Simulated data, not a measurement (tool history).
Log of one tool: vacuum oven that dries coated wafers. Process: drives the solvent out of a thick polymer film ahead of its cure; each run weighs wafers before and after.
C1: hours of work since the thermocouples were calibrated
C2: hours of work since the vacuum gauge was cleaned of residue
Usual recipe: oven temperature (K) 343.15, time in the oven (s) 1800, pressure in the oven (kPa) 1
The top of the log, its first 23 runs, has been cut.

Run 24, hour 423.5: usual settings; C1 126; C2 736. Result: solvent left in the film (%) 2.47.
Run 25, hour 436.8: usual settings; C1 133; C2 743. Result: solvent left in the film (%) 2.41.
Run 26, hour 448.4: usual settings but time in the oven (s) 1560, pressure in the oven (kPa) 3.71; C1 139; C2 749. Result: solvent left in the film (%) 3.91.
Run 27, hour 472: usual settings but time in the oven (s) 1560, pressure in the oven (kPa) 3.71; C1 152; C2 761. Result: solvent left in the film (%) 3.74.
At hour 475.2: vacuum gauge cleaned of residue and calibrated.
Run 28, hour 494.2: usual settings but oven temperature (K) 345.15, time in the oven (s) 960, pressure in the oven (kPa) 1.71; C1 163; C2 10. Result: solvent left in the film (%) 4.39.
Run 29, hour 512.3: usual settings but time in the oven (s) 1740, pressure in the oven (kPa) 1.93; C1 172; C2 20. Result: solvent left in the film (%) 2.97.
Run 30, hour 523.3: usual settings but oven temperature (K) 357.15, time in the oven (s) 2040, pressure in the oven (kPa) 0.87; C1 178; C2 26. Result: solvent left in the film (%) 0.56.
Run 31, hour 544.1: usual settings but oven temperature (K) 344.15; C1 189; C2 37. Result: solvent left in the film (%) 2.3.
Run 32, hour 561.2: usual settings but oven temperature (K) 344.15; C1 198; C2 46. Result: solvent left in the film (%) 2.27.
Run 33, hour 576.6: usual settings but oven temperature (K) 344.15; C1 206; C2 54. Result: solvent left in the film (%) 2.4.
Run 34, hour 588.6: usual settings but oven temperature (K) 337.15, time in the oven (s) 1440, pressure in the oven (kPa) 3.03; C1 213; C2 60. Result: solvent left in the film (%) 5.54.
Run 35, hour 611.1: usual settings but oven temperature (K) 337.15, time in the oven (s) 1440, pressure in the oven (kPa) 3.03; C1 225; C2 72. Result: solvent left in the film (%) 5.54.
Run 36, hour 625.4: usual settings but oven temperature (K) 337.15, time in the oven (s) 1440, pressure in the oven (kPa) 3.03; C1 232; C2 80. Result: solvent left in the film (%) 5.68.
At hour 636.6: vacuum gauge cleaned of residue and calibrated, once more.
Run 37, hour 638.6: usual settings but oven temperature (K) 337.15, time in the oven (s) 1440, pressure in the oven (kPa) 3.03; C1 238; C2 1. Result: solvent left in the film (%) 5.28.
Run 38, hour 659.1: usual settings but pressure in the oven (kPa) 0.64; C1 249; C2 12. Result: solvent left in the film (%) 2.3.
Run 39, hour 671.2: usual settings but pressure in the oven (kPa) 0.64; C1 256; C2 18. Result: solvent left in the film (%) 2.24.
Run 40, hour 696.7: usual settings but oven temperature (K) 337.15, time in the oven (s) 1440, pressure in the oven (kPa) 0.64; C1 269; C2 32. Result: solvent left in the film (%) 4.4.
Run 41, hour 712.9: usual settings but oven temperature (K) 337.15, time in the oven (s) 1440, pressure in the oven (kPa) 1.75; C1 278; C2 40. Result: solvent left in the film (%) 4.77.
Run 42, hour 723.7: usual settings but oven temperature (K) 355.15, time in the oven (s) 2160, pressure in the oven (kPa) 3.52; C1 284; C2 46. Result: solvent left in the film (%) 1.14.
Run 43, hour 745.9: usual settings but oven temperature (K) 338.15, time in the oven (s) 1440, pressure in the oven (kPa) 3.38; C1 295; C2 58. Result: solvent left in the film (%) 5.32.
Run 44, hour 768.1: usual settings but pressure in the oven (kPa) 0.64; C1 307; C2 70. Result: solvent left in the film (%) 2.34.
Run 45, hour 783.5: usual settings but oven temperature (K) 329.15, time in the oven (s) 1140, pressure in the oven (kPa) 3.53; C1 315; C2 78. Result: solvent left in the film (%) 8.08.
Run 46, hour 795.4: usual settings but oven temperature (K) 329.15, time in the oven (s) 1140, pressure in the oven (kPa) 3.53; C1 322; C2 84. Result: solvent left in the film (%) 8.13.
Run 47, hour 814.3: usual settings but oven temperature (K) 329.15, time in the oven (s) 1140, pressure in the oven (kPa) 3.53; C1 332; C2 94. Result: solvent left in the film (%) 8.08.

Here are 3 independent what-if runs from the current tool condition. What would each one return?
Run A, hour 828.7: usual settings but oven temperature (K) 336.15, time in the oven (s) 2040, pressure in the oven (kPa) 3.81; C1 339; C2 102. Result: solvent left in the film (%) ?.
Run B, hour 828.7: usual settings but oven temperature (K) 344.15, time in the oven (s) 1380, pressure in the oven (kPa) 0.83; C1 339; C2 102. Result: solvent left in the film (%) ?.
Run C, hour 828.7: usual settings but oven temperature (K) 330.15, time in the oven (s) 3060, pressure in the oven (kPa) 1.36; C1 339; C2 102. Result: solvent left in the film (%) ?.

run  solvent left in the film (%)
  A                          4.91
  B                          3.05
  C                          4.11
Without the tool's unlogged condition, the same runs would have read:
run  solvent left in the film (%)
  A                          4.66
  B                          2.84
  C                          3.85

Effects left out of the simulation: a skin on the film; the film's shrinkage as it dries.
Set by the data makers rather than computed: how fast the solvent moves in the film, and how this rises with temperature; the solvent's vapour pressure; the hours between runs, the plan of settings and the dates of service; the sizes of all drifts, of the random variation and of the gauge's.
